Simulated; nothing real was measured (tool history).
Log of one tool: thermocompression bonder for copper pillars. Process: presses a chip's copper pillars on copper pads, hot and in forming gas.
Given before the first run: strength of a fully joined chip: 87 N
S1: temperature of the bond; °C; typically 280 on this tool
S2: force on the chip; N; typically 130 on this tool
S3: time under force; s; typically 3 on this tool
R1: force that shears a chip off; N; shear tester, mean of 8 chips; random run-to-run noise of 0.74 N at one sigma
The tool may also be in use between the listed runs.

run,hour,S1,S2,S3,R1
1,0.0,280,130,3,55.3
2,42.6,280,130,3,55.3
3,76.7,280,130,7,68.4
4,104.7,280,130,7,66.7
5,148.8,280,130,7,67.8
# hour 156.4: forming gas filter changed
6,173.3,280,130,7,67.5
7,195.9,280,138,7,70.4
8,244.5,280,138,7,68.7
9,284.4,280,130,3,54.3
10,321.2,251,115,3,36.9
11,361.9,260,178,6,66.4
12,398.4,260,178,6,66.2
13,437.3,260,126,2,37.0
14,478.6,260,126,2,37.9
15,519.9,260,126,2,37.7
# hour 524.4: forming gas filter changed
16,552.2,295,79,2,39.1
17,574.5,295,79,2,38.8

Branching from run 17: 4 alternative next runs. What would each branch give?
A,620.9,308,117,3,?
B,620.9,300,107,2,?
C,620.9,295,186,2,?
D,620.9,307,188,3,?

run,R1
A,65.3
B,51.9
C,67.7
D,76.4
What these runs would have given with no unlogged condition in the tool:
run,R1
A,65.3
B,51.9
C,67.8
D,76.5
